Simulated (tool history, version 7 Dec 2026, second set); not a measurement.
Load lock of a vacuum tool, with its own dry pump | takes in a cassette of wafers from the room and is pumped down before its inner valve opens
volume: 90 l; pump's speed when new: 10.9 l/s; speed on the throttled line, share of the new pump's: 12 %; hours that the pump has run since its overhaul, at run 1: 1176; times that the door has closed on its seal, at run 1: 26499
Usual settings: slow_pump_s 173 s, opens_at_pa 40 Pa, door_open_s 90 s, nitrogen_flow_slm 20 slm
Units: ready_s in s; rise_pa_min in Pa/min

run,day,slow_pump_s,opens_at_pa,door_open_s,nitrogen_flow_slm,hours that the pump has run since its overhaul,times that the door has closed on its seal,"incoming humidity of the room's air, %",ready_s,rise_pa_min
1,0,173,40,90,20,1176,26499,47.8,219.5,0.025
2,10.075,173,40,90,20,1418,27535,45.8,218,0.026
3,19.692,173,40,90,20,1649,28524,49.5,217.1,0.025
4,31.329,173,40,88,20,1928,29720,45.8,219.3,0.028
5,39.5,173,40,88,20,2124,30560,48.4,217.8,0.028
6,51.446,173,40,143,20,2411,31788,43.4,218.4,0.034
7,60.425,151,36,140,21,2626,32711,44.8,199.5,0.035
8,73.217,151,36,140,21,2933,34027,41.9,198.8,0.028
9,86.533,201,40,90,26,3253,35396,47.5,242.8,0.023
10,96.2,201,40,90,26,3485,36389,44.3,240.2,0.027
11,110.812,201,31,40,7,3836,37892,43.3,243.1,0.023

4 ways to go on from here, each from the tool as it stands after run 11. What would each give?
A,121.746,176,45,71,20,4098,39016,40.2,?,?
B,121.746,173,40,39,20,4098,39016,47,?,?
C,121.746,173,40,75,20,4098,39016,47.8,?,?
D,121.746,201,31,57,7,4098,39016,40.8,?,?

run,ready_s,rise_pa_min
A,217.8,0.019
B,217.6,0.013
C,219.2,0.022
D,243.8,0.028
Without the tool's hidden state the same runs would have given:
run,ready_s,rise_pa_min
A,217.8,0.019
B,217.6,0.012
C,219.2,0.021
D,243.8,0.027
